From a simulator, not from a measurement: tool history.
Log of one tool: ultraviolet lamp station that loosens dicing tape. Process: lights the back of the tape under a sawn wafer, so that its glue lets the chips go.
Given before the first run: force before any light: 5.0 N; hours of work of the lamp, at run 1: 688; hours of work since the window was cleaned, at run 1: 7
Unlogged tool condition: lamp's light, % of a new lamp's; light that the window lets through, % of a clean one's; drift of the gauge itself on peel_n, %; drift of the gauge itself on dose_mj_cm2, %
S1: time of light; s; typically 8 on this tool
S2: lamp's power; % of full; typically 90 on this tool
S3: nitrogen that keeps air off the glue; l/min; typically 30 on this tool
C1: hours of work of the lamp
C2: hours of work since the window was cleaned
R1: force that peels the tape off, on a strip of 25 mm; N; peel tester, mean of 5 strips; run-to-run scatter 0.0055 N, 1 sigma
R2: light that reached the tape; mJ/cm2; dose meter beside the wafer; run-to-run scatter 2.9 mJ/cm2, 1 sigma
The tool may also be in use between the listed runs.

run 1 hour=0.0 | S1=8 S2=90 S3=30 | C1=688 C2=7 | R1=0.177 R2=343
run 2 hour=28.9 | S1=8 S2=90 S3=30 | C1=704 C2=24 | R1=0.189 R2=334
run 3 hour=59.5 | S1=8 S2=81 S3=30 | C1=722 C2=42 | R1=0.248 R2=299
run 4 hour=76.7 | S1=8 S2=81 S3=30 | C1=732 C2=52 | R1=0.255 R2=300
run 5 hour=105.5 | S1=8 S2=90 S3=29 | C1=749 C2=69 | R1=0.214 R2=328
run 6 hour=131.3 | S1=8 S2=90 S3=29 | C1=764 C2=84 | R1=0.228 R2=320
run 7 hour=149.1 | S1=8 S2=90 S3=29 | C1=775 C2=94 | R1=0.222 R2=320
run 8 hour=166.9 | S1=8 S2=90 S3=29 | C1=785 C2=104 | R1=0.224 R2=324
run 9 hour=197.7 | S1=8 S2=90 S3=25 | C1=803 C2=122 | R1=0.258 R2=317
run 10 hour=227.6 | S1=8 S2=90 S3=25 | C1=821 C2=140 | R1=0.264 R2=307
run 11 hour=241.9 | S1=8 S2=90 S3=30 | C1=829 C2=148 | R1=0.239 R2=304
run 12 hour=272.0 | S1=7 S2=90 S3=30 | C1=847 C2=166 | R1=0.323 R2=265
run 13 hour=293.8 | S1=8 S2=90 S3=30 | C1=859 C2=179 | R1=0.246 R2=305
run 14 hour=315.5 | S1=11 S2=89 S3=19 | C1=872 C2=191 | R1=0.182 R2=401
run 15 hour=329.6 | S1=4 S2=85 S3=16 | C1=880 C2=200 | R1=1.537 R2=141
run 16 hour=352.1 | S1=8 S2=61 S3=17 | C1=893 C2=213 | R1=0.869 R2=195
-- hour=372.0 window cleaned of glue's vapour
run 17 hour=382.0 | S1=8 S2=61 S3=17 | C1=910 C2=6 | R1=0.749 R2=218
run 18 hour=402.1 | S1=11 S2=83 S3=34 | C1=922 C2=18 | R1=0.106 R2=406
run 19 hour=423.4 | S1=7 S2=94 S3=32 | C1=935 C2=30 | R1=0.246 R2=293
run 20 hour=447.4 | S1=6 S2=75 S3=45 | C1=949 C2=44 | R1=0.500 R2=202
run 21 hour=470.5 | S1=6 S2=75 S3=45 | C1=962 C2=58 | R1=0.492 R2=192
run 22 hour=500.0 | S1=6 S2=79 S3=42 | C1=979 C2=75 | R1=0.482 R2=200
run 23 hour=517.4 | S1=4 S2=70 S3=30 | C1=990 C2=85 | R1=1.394 R2=117
run 24 hour=541.8 | S1=4 S2=70 S3=30 | C1=1004 C2=99 | R1=1.416 R2=115
run 25 hour=572.1 | S1=6 S2=78 S3=30 | C1=1022 C2=117 | R1=0.657 R2=195
run 26 hour=591.2 | S1=6 S2=78 S3=30 | C1=1033 C2=128 | R1=0.679 R2=193

Some steps in R1 between neighbouring runs. How much of each would the tool show without its hidden state too (settings, what came in, random variation), and how much is left for the hidden state, with any gauge scatter that isn't in both results?
Run 14 -> 15: S1 11 -> 4, S2 89 -> 85, S3 19 -> 16. R1 +1.355 N: hidden state +0.486, all else +0.869.
Run 22 -> 23: S1 6 -> 4, S2 79 -> 70, S3 42 -> 30. R1 +0.912 N: hidden state +0.263, all else +0.649.

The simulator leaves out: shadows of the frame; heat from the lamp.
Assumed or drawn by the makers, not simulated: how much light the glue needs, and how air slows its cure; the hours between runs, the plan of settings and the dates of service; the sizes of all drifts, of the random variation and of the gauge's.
